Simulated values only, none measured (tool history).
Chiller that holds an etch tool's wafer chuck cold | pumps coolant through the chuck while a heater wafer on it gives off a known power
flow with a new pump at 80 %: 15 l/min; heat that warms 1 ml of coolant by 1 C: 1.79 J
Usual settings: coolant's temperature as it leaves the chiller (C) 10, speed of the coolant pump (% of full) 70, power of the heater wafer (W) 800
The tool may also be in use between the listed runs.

| run | day | coolant's temperature as it leaves the chiller (C) | speed of the coolant pump (% of full) | power of the heater wafer (W) | chuck's temperature once it has settled (C) | how much warmer the coolant comes back (C) |
|---|---|---|---|---|---|---|
| 1 | 0 | 10 | 70 | 800 | 15.6 | 2.22 |
|  | 2.675 | chiller's thermometer calibrated |
| 2 | 3.242 | 10 | 70 | 800 | 15.3 | 2.22 |
| 3 | 5.417 | 10 | 70 | 800 | 15.6 | 2.19 |
| 4 | 7.946 | 10 | 70 | 800 | 15.3 | 2.24 |
| 5 | 10.325 | 10 | 70 | 800 | 15.5 | 2.25 |
| 6 | 13.95 | 10 | 70 | 800 | 15.4 | 2.21 |
| 7 | 16.121 | 10 | 70 | 800 | 15.5 | 2.26 |
| 8 | 17.946 | 15 | 70 | 800 | 20.6 | 2.29 |
| 9 | 20.625 | 15 | 70 | 800 | 20.5 | 2.2 |
| 10 | 23.171 | 10 | 70 | 800 | 15.5 | 2.24 |
| 11 | 25.25 | 10 | 70 | 800 | 15.5 | 2.26 |
|  | 26.704 | chiller's thermometer calibrated, once more |
| 12 | 29.408 | 10 | 70 | 800 | 16.5 | 2.28 |
| 13 | 33.488 | 10 | 70 | 800 | 16.3 | 2.29 |
| 14 | 35.908 | 10 | 70 | 800 | 16.3 | 2.28 |
| 15 | 39.092 | 10 | 70 | 800 | 16.5 | 2.25 |
| 16 | 40.954 | 10 | 61 | 800 | 17.1 | 2.59 |
| 17 | 44.346 | 6 | 76 | 796 | 11.9 | 2.04 |
| 18 | 46.138 | 6 | 76 | 796 | 12 | 2.03 |
| 19 | 50.058 | 6 | 76 | 796 | 12.1 | 2.1 |
| 20 | 53.758 | 6 | 74 | 796 | 12.1 | 2.13 |
| 21 | 57.354 | 12 | 74 | 796 | 18.4 | 2.13 |
| 22 | 59.879 | 9 | 70 | 531 | 13.4 | 1.54 |
| 23 | 62.892 | 9 | 71 | 771 | 15.3 | 2.15 |
| 24 | 66.196 | 8 | 71 | 727 | 14 | 2.06 |
| 25 | 68.904 | 13 | 79 | 793 | 19.2 | 2.02 |
| 26 | 71.704 | 13 | 79 | 793 | 19.1 | 2.01 |
| 27 | 74.883 | 10 | 66 | 793 | 16.9 | 2.47 |
| 28 | 77.854 | 10 | 66 | 793 | 16.9 | 2.5 |
| 29 | 81.046 | 9 | 66 | 594 | 14.2 | 1.84 |
| 30 | 83.908 | 20 | 99 | 620 | 24.2 | 1.25 |
| 31 | 87.438 | 20 | 99 | 620 | 24.1 | 1.32 |

Hidden state or all else? Some run-to-run changes of chuck's temperature once it has settled (C), split into what the settings, what came in and random variation would give without the hidden state, and what is left for the hidden state (with any gauge scatter that isn't in both results):
The hidden state here: heat passed by the chuck's channels, % of clean ones'; flow at a given pump speed, % of a new pump's; coolant's true temperature over the reading, C; drift of the gauge itself on chuck_c, C; drift of the gauge itself on warmer_back_c, C.
Run 11 -> 12: chiller's thermometer calibrated, once more. chuck's temperature once it has settled (C) +1: hidden state +0.8, all else +0.2.
Run 16 -> 17: coolant's temperature as it leaves the chiller (C) 10 -> 6, speed of the coolant pump (% of full) 61 -> 76, power of the heater wafer (W) 800 -> 796. chuck's temperature once it has settled (C) -5.2: hidden state -0.1, all else -5.1.
Run 20 -> 21: coolant's temperature as it leaves the chiller (C) 6 -> 12. chuck's temperature once it has settled (C) +6.3: hidden state +0, all else +6.3.
Run 21 -> 22: coolant's temperature as it leaves the chiller (C) 12 -> 9, speed of the coolant pump (% of full) 74 -> 70, power of the heater wafer (W) 796 -> 531. chuck's temperature once it has settled (C) -5: hidden state -0.4, all else -4.6.
Run 22 -> 23: speed of the coolant pump (% of full) 70 -> 71, power of the heater wafer (W) 531 -> 771. chuck's temperature once it has settled (C) +1.9: hidden state +0.4, all else +1.5.
Run 29 -> 30: coolant's temperature as it leaves the chiller (C) 9 -> 20, speed of the coolant pump (% of full) 66 -> 99, power of the heater wafer (W) 594 -> 620. chuck's temperature once it has settled (C) +10: hidden state -0.2, all else +10.2.
